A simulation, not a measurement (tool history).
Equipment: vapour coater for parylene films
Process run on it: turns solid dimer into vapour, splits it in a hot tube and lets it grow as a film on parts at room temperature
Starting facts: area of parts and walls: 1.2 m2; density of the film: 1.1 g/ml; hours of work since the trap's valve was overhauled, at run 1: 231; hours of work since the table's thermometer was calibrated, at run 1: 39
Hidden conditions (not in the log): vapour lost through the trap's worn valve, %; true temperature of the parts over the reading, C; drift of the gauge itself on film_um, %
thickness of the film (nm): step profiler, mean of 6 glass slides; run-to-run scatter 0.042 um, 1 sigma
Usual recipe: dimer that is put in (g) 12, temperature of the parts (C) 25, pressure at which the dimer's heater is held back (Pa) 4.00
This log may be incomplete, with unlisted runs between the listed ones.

| run | hour | dimer that is put in (g) | temperature of the parts (C) | pressure at which the dimer's heater is held back (Pa) | hours of work since the trap's valve was overhauled | hours of work since the table's thermometer was calibrated | thickness of the film (nm) |
|---|---|---|---|---|---|---|---|
| 1 | 0.0 | 12 | 25 | 4.00 | 231 | 39 | 4450 |
| 2 | 32.3 | 12 | 28 | 4.00 | 257 | 65 | 3820 |
| 3 | 94.0 | 12 | 28 | 4.00 | 307 | 114 | 3740 |
| 4 | 143.2 | 12 | 28 | 4.00 | 346 | 154 | 3840 |
| 5 | 205.7 | 12 | 25 | 4.00 | 396 | 204 | 4370 |
| 6 | 255.0 | 12 | 25 | 4.00 | 436 | 244 | 4330 |
| 7 | 300.5 | 12 | 25 | 4.00 | 472 | 280 | 4250 |
| 8 | 357.9 | 6 | 25 | 4.00 | 518 | 326 | 2110 |
| 9 | 395.5 | 12 | 24 | 4.00 | 549 | 356 | 4350 |
| 10 | 436.1 | 12 | 24 | 4.00 | 581 | 389 | 4370 |
| 11 | 503.4 | 12 | 24 | 4.00 | 635 | 443 | 4340 |
|  | 540.3 | trap's valve overhauled |
| 12 | 548.0 | 17 | 24 | 3.74 | 6 | 476 | 6870 |
| 13 | 605.6 | 6 | 25 | 5.71 | 52 | 522 | 2120 |
| 14 | 642.2 | 6 | 25 | 5.71 | 82 | 551 | 2140 |
| 15 | 670.3 | 14 | 25 | 10.13 | 104 | 574 | 4740 |
| 16 | 700.0 | 7 | 25 | 4.00 | 128 | 598 | 2610 |
| 17 | 735.9 | 13 | 23 | 3.24 | 157 | 627 | 5400 |

Below are 4 alternative next runs, each starting from the tool's condition after run 17. Predict each:
| A | 787.1 | 12 | 18 | 6.55 | 198 | 668 | ? |
| B | 787.1 | 12 | 27 | 4.00 | 198 | 668 | ? |
| C | 787.1 | 16 | 24 | 3.24 | 198 | 668 | ? |
| D | 787.1 | 18 | 18 | 3.96 | 198 | 668 | ? |

| run | thickness of the film (nm) |
|---|---|
| A | 5880 |
| B | 3970 |
| C | 6250 |
| D | 9110 |
With no hidden state in the tool, these same runs would have given:
| run | thickness of the film (nm) |
|---|---|
| A | 6220 |
| B | 4190 |
| C | 6610 |
| D | 9640 |
